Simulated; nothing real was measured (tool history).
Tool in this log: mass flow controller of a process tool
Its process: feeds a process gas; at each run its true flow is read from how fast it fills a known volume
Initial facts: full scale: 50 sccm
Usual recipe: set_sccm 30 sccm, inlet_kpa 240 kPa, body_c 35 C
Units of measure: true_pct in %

{"run": 1, "hour": 0.0, "set_sccm": 30, "inlet_kpa": 240, "body_c": 35, "true_pct": 101.24}
{"run": 2, "hour": 133.3, "set_sccm": 30, "inlet_kpa": 240, "body_c": 35, "true_pct": 101.13}
{"run": 3, "hour": 227.9, "set_sccm": 30, "inlet_kpa": 180, "body_c": 35, "true_pct": 101.59}
{"run": 4, "hour": 411.6, "set_sccm": 30, "inlet_kpa": 240, "body_c": 35, "true_pct": 101.3}
{"run": 5, "hour": 611.9, "set_sccm": 10, "inlet_kpa": 240, "body_c": 35, "true_pct": 102.75}
{"run": 6, "hour": 757.5, "set_sccm": 10, "inlet_kpa": 240, "body_c": 35, "true_pct": 102.82}
{"run": 7, "hour": 949.7, "set_sccm": 17, "inlet_kpa": 240, "body_c": 35, "true_pct": 101.86}
{"run": 8, "hour": 1162.0, "set_sccm": 17, "inlet_kpa": 149, "body_c": 35, "true_pct": 102.05}
{"run": 9, "hour": 1339.2, "set_sccm": 17, "inlet_kpa": 149, "body_c": 35, "true_pct": 102.15}
{"run": 10, "hour": 1440.7, "set_sccm": 17, "inlet_kpa": 149, "body_c": 35, "true_pct": 102.29}
{"run": 11, "hour": 1607.9, "set_sccm": 17, "inlet_kpa": 149, "body_c": 35, "true_pct": 102.44}
{"run": 12, "hour": 1716.3, "set_sccm": 30, "inlet_kpa": 240, "body_c": 35, "true_pct": 101.68}
{"run": 13, "hour": 1843.8, "set_sccm": 30, "inlet_kpa": 240, "body_c": 35, "true_pct": 101.59}
{"run": 14, "hour": 2042.4, "set_sccm": 30, "inlet_kpa": 240, "body_c": 35, "true_pct": 101.88}
{"run": 15, "hour": 2149.9, "set_sccm": 30, "inlet_kpa": 240, "body_c": 35, "true_pct": 101.73}
{"run": 16, "hour": 2333.8, "set_sccm": 30, "inlet_kpa": 240, "body_c": 35, "true_pct": 101.86}
{"hour": 2365.9, "done": "controller's zero set anew"}
{"run": 17, "hour": 2496.1, "set_sccm": 30, "inlet_kpa": 240, "body_c": 24, "true_pct": 100.01}
{"run": 18, "hour": 2663.3, "set_sccm": 18, "inlet_kpa": 240, "body_c": 35, "true_pct": 99.81}
{"run": 19, "hour": 2883.9, "set_sccm": 30, "inlet_kpa": 177, "body_c": 35, "true_pct": 100.8}
{"run": 20, "hour": 2998.2, "set_sccm": 13, "inlet_kpa": 249, "body_c": 20, "true_pct": 99.2}
{"run": 21, "hour": 3140.6, "set_sccm": 13, "inlet_kpa": 159, "body_c": 20, "true_pct": 99.6}
{"run": 22, "hour": 3337.9, "set_sccm": 13, "inlet_kpa": 159, "body_c": 20, "true_pct": 99.72}
{"run": 23, "hour": 3556.1, "set_sccm": 47, "inlet_kpa": 233, "body_c": 35, "true_pct": 101.53}
{"run": 24, "hour": 3756.6, "set_sccm": 22, "inlet_kpa": 273, "body_c": 32, "true_pct": 100.13}
{"run": 25, "hour": 3939.1, "set_sccm": 22, "inlet_kpa": 273, "body_c": 32, "true_pct": 100.15}
{"run": 26, "hour": 4147.3, "set_sccm": 22, "inlet_kpa": 273, "body_c": 32, "true_pct": 100.25}
{"run": 27, "hour": 4291.7, "set_sccm": 19, "inlet_kpa": 273, "body_c": 29, "true_pct": 100.01}
{"run": 28, "hour": 4491.1, "set_sccm": 19, "inlet_kpa": 273, "body_c": 29, "true_pct": 100.18}
{"run": 29, "hour": 4653.4, "set_sccm": 45, "inlet_kpa": 142, "body_c": 40, "true_pct": 102.33}
{"run": 30, "hour": 4860.8, "set_sccm": 45, "inlet_kpa": 142, "body_c": 40, "true_pct": 102.41}
{"run": 31, "hour": 5025.1, "set_sccm": 41, "inlet_kpa": 242, "body_c": 24, "true_pct": 101.3}
{"run": 32, "hour": 5222.6, "set_sccm": 41, "inlet_kpa": 242, "body_c": 24, "true_pct": 101.39}
{"run": 33, "hour": 5435.5, "set_sccm": 12, "inlet_kpa": 167, "body_c": 30, "true_pct": 100.99}
{"run": 34, "hour": 5611.0, "set_sccm": 6, "inlet_kpa": 240, "body_c": 35, "true_pct": 102.03}
{"run": 35, "hour": 5705.1, "set_sccm": 12, "inlet_kpa": 274, "body_c": 26, "true_pct": 100.65}
{"run": 36, "hour": 5876.5, "set_sccm": 12, "inlet_kpa": 274, "body_c": 26, "true_pct": 100.67}
{"run": 37, "hour": 6015.0, "set_sccm": 23, "inlet_kpa": 143, "body_c": 22, "true_pct": 101.11}
{"run": 38, "hour": 6174.8, "set_sccm": 23, "inlet_kpa": 143, "body_c": 22, "true_pct": 101.24}

Forecast each of these 3 alternatives for the next run:
{"run": "A", "hour": 6320.0, "set_sccm": 30, "inlet_kpa": 143, "body_c": 22, "true_pct": "?"}
{"run": "B", "hour": 6320.0, "set_sccm": 36, "inlet_kpa": 143, "body_c": 22, "true_pct": "?"}
{"run": "C", "hour": 6320.0, "set_sccm": 31, "inlet_kpa": 159, "body_c": 21, "true_pct": "?"}

run=A true_pct=101.54
run=B true_pct=101.9
run=C true_pct=101.43
With the hidden condition removed and each run's random variation left untouched, the same runs would have given:
run=A true_pct=98.9
run=B true_pct=99.37
run=C true_pct=98.81
